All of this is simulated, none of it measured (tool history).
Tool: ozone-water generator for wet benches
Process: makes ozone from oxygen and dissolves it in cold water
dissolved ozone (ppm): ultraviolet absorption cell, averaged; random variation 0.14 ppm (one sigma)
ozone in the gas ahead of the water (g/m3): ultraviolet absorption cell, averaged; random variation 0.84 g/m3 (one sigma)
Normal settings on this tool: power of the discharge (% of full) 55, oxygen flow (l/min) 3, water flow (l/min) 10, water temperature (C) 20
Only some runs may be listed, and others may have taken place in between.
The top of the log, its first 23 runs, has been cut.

| run | day | power of the discharge (% of full) | oxygen flow (l/min) | water flow (l/min) | water temperature (C) | dissolved ozone (ppm) | ozone in the gas ahead of the water (g/m3) |
|---|---|---|---|---|---|---|---|
| 24 | 95.754 | 79 | 2.19 | 9 | 17 | 19.9 | 175 |
| 25 | 99.583 | 78 | 3 | 11 | 26 | 15.3 | 155.8 |
| 26 | 103.008 | 78 | 3 | 11 | 26 | 15.2 | 155.9 |
| 27 | 106.942 | 78 | 3 | 11 | 26 | 15.1 | 155.8 |
| 28 | 112.317 | 75 | 3 | 11 | 16 | 17.2 | 150.1 |
| 29 | 114.892 | 75 | 3 | 8 | 15 | 22.9 | 150 |
| 30 | 119.975 | 75 | 4.74 | 8 | 22 | 20.3 | 127.3 |
| 31 | 122.804 | 55 | 3 | 10 | 13 | 15.9 | 122 |
| 32 | 125.188 | 55 | 1.93 | 9 | 18 | 14.5 | 140.6 |

Here are 3 independent what-if runs from the current tool condition. What would each one return?
| A | 127.775 | 55 | 3 | 10 | 13 | ? | ? |
| B | 127.775 | 94 | 1.93 | 9 | 18 | ? | ? |
| C | 127.775 | 55 | 5.2 | 8 | 14 | ? | ? |

| run | dissolved ozone (ppm) | ozone in the gas ahead of the water (g/m3) |
|---|---|---|
| A | 15.8 | 120.9 |
| B | 20.9 | 200 |
| C | 19.5 | 100.9 |
Take away the tool's hidden state, keep each run's random variation, and the runs would have read:
| run | dissolved ozone (ppm) | ozone in the gas ahead of the water (g/m3) |
|---|---|---|
| A | 17.7 | 134 |
| B | 24.5 | 232.3 |
| C | 21.9 | 111.9 |
